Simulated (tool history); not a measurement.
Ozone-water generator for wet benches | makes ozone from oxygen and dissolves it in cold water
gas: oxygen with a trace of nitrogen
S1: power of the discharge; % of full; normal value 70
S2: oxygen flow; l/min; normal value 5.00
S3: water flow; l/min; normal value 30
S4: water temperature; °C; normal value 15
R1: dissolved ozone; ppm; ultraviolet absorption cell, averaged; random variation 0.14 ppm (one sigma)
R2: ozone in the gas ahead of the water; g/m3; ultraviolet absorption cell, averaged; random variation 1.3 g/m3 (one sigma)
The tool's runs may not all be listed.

run 1 day=0.000 | S1=70 S2=5.00 S3=30 S4=15 | R1=15.8 R2=248.1
run 2 day=3.758 | S1=70 S2=5.00 S3=30 S4=15 | R1=15.7 R2=248.0
run 3 day=6.112 | S1=70 S2=5.00 S3=30 S4=8 | R1=17.0 R2=250.5
run 4 day=9.812 | S1=70 S2=5.00 S3=30 S4=8 | R1=17.0 R2=251.1
run 5 day=11.675 | S1=70 S2=5.00 S3=30 S4=8 | R1=17.0 R2=249.4
run 6 day=14.688 | S1=70 S2=5.00 S3=30 S4=15 | R1=16.0 R2=251.8
run 7 day=18.375 | S1=70 S2=5.00 S3=30 S4=15 | R1=15.9 R2=247.5
run 8 day=21.388 | S1=70 S2=5.00 S3=46 S4=15 | R1=10.3 R2=250.2
-- day=24.296 contactor cleaned
run 9 day=24.296 | S1=70 S2=5.00 S3=30 S4=17 | R1=15.5 R2=251.3
run 10 day=26.846 | S1=70 S2=5.00 S3=30 S4=15 | R1=16.1 R2=249.5
run 11 day=28.558 | S1=70 S2=5.00 S3=30 S4=8 | R1=17.0 R2=250.8
run 12 day=30.825 | S1=70 S2=5.00 S3=30 S4=13 | R1=16.3 R2=249.0
run 13 day=32.754 | S1=61 S2=5.00 S3=30 S4=15 | R1=14.2 R2=227.1
run 14 day=35.688 | S1=70 S2=5.00 S3=23 S4=15 | R1=20.0 R2=249.1
run 15 day=37.688 | S1=70 S2=5.00 S3=23 S4=15 | R1=20.2 R2=252.3
run 16 day=41.246 | S1=70 S2=4.24 S3=30 S4=15 | R1=15.9 R2=281.0
run 17 day=44.133 | S1=47 S2=3.86 S3=46 S4=7 | R1=7.8 R2=220.9
run 18 day=47.196 | S1=81 S2=3.27 S3=38 S4=7 | R1=14.2 R2=370.2
run 19 day=49.912 | S1=73 S2=6.74 S3=38 S4=7 | R1=14.2 R2=210.0
run 20 day=53.762 | S1=73 S2=6.37 S3=24 S4=7 | R1=21.5 R2=217.2
run 21 day=56.146 | S1=73 S2=6.37 S3=24 S4=7 | R1=21.8 R2=217.1
run 22 day=58.850 | S1=73 S2=8.27 S3=24 S4=7 | R1=21.1 R2=182.4

What does the tool deliver on the next run?
run 23 day=62.367 | S1=73 S2=8.27 S3=24 S4=11 | R1=? R2=?

Logged for run 23: R1 20.0 ppm, R2 183.4 g/m3.
Without the tool's hidden state the same run would have given R1 20.0 ppm, R2 183.5 g/m3.
